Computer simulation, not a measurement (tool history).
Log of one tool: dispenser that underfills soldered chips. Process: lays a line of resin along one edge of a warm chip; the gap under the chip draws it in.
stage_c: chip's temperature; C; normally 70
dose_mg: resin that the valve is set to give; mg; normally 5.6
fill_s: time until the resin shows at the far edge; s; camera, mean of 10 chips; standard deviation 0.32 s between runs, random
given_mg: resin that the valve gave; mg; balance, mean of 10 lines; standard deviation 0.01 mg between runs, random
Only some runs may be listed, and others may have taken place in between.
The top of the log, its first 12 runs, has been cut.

run	day	stage_c	dose_mg	fill_s	given_mg
# day 3.775: dispensing valve cleaned and set on the balance
13	3.954	68	5.6	15.7	5.58
# day 4.283: new syringe of resin
14	4.354	68	5.6	11.3	5.6
15	4.746	70	5.62	17	5.59
# day 4.95: new syringe of resin
16	5.146	70	5.62	12.3	5.58
17	5.35	70	5.62	15	5.59
# day 5.608: new syringe of resin
18	5.8	70	5.62	12	5.55
19	6.142	73	6.03	16.9	5.95
# day 6.267: new syringe of resin
20	6.446	73	7.2	10.8	7.12
21	6.729	84	7.03	11.1	6.91
# day 6.908: new syringe of resin
22	7.125	61	5.94	18.2	5.83
23	7.496	61	6.84	26.8	6.72
# day 7.538: new syringe of resin
24	7.758	61	6.84	16.8	6.71
25	8.046	61	6.84	24	6.69
# day 8.175: new syringe of resin
26	8.45	61	6.84	18.4	6.66
27	8.75	67	6.56	21.1	6.41
# day 8.833: new syringe of resin
28	8.946	76	7.02	9	6.82
29	9.379	76	7.02	15.4	6.81
# day 9.475: new syringe of resin
30	9.725	62	6.2	17.1	6
# day 10.108: new syringe of resin
31	10.108	79	5.22	8	5.04
# day 10.475: dispensing valve cleaned and set on the balance
32	10.492	79	5.22	10.5	5.23
# day 10.8: new syringe of resin
33	10.821	70	7.04	9.5	7.02
34	11.021	58	4.9	20	4.88
35	11.254	67	4.85	19.2	4.81
# day 11.438: new syringe of resin
36	11.629	57	4.85	19.7	4.82

Forecast each of these 4 alternatives for the next run:
A	11.954	70	5.82	?	?
B	11.954	56	5.92	?	?
C	11.954	68	5.41	?	?
D	11.954	57	7.19	?	?

run	fill_s	given_mg
A	18	5.79
B	28.8	5.87
C	19.1	5.39
D	27.8	7.13
Without the tool's unlogged condition, the same runs would have read:
run	fill_s	given_mg
A	10.1	5.83
B	16.2	5.91
C	10.6	5.43
D	15.6	7.18
